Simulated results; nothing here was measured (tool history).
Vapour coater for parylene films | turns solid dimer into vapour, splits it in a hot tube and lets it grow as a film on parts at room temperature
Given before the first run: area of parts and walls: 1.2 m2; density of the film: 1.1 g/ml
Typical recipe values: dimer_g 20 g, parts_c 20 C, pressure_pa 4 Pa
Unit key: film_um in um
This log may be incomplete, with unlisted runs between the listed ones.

run,day,dimer_g,parts_c,pressure_pa,film_um
1,0,20,20,4,11.94
2,1.158,20,20,4,12.01
3,2.45,20,20,4,11.95
4,3.65,20,20,4,11.79
5,5.262,20,20,4,11.76
6,6.312,20,20,4,11.87
7,7.925,20,20,4,11.78
8,9.575,20,20,5.02,11.37
9,11.092,20,21,4,11.27
10,12.542,20,20,4,11.46
11,14.633,20,20,4,11.39
# day 16.062: trap's valve overhauled
12,16.829,20,20,4.18,11.28
13,18.738,20,20,4,11.22
# day 20.138: trap's valve overhauled, once more
14,21.054,20,22,4,11.31
15,22.971,20,22,4,11.34
16,24.892,20,23,4,10.91
17,26.096,20,13,4,14.54
18,27.958,20,13,4,14.56
19,29.683,20,13,4,14.7
20,31.412,20,20,11.45,10
21,33.817,20,20,11.45,9.95
22,35.804,20,20,4,11.8
23,38.142,20,20,4,11.65
24,39.833,16,27,6.23,6.81
25,41.642,31,13,2.48,21.71
26,42.667,8,20,2.41,4.94
27,44.712,10,20,7.58,5.17
28,46.929,10,20,7.58,5.07
29,48.412,10,20,7.58,5.13
# day 49.912: trap's valve overhauled
30,50.458,10,20,7.58,5.49
31,52.788,20,17,11.98,11.09
32,54.479,20,24,3.14,10.88
33,56.771,8,20,6.67,4.37
34,58.796,32,20,2.79,20.3
35,60.162,32,20,2.79,20.11
36,62.346,21,20,4.55,12.21
37,64.35,20,20,4.59,11.47
38,66.125,20,20,4.59,11.23
39,67.358,20,20,4.59,11.49
40,69.779,18,17,2.12,12.43
41,71.879,18,17,2.12,12.34
42,73.104,18,17,2.12,12.62
43,74.842,14,20,4,7.83
44,76.496,14,12,2.18,9.62
45,78.638,29,19,6.82,15.53
# day 79.708: trap's valve overhauled
46,80.275,29,19,6.82,16.56

Predict each of these 3 candidate next runs independently; none follows another, all start after run 46:
A,82.092,11,19,2.39,?
B,82.092,20,25,2.65,?
C,82.092,23,25,10.68,?

run,film_um
A,7.31
B,10.72
C,10.11
Take away the tool's hidden state, keep each run's random variation, and the runs would have read:
run,film_um
A,7.61
B,11.16
C,10.51

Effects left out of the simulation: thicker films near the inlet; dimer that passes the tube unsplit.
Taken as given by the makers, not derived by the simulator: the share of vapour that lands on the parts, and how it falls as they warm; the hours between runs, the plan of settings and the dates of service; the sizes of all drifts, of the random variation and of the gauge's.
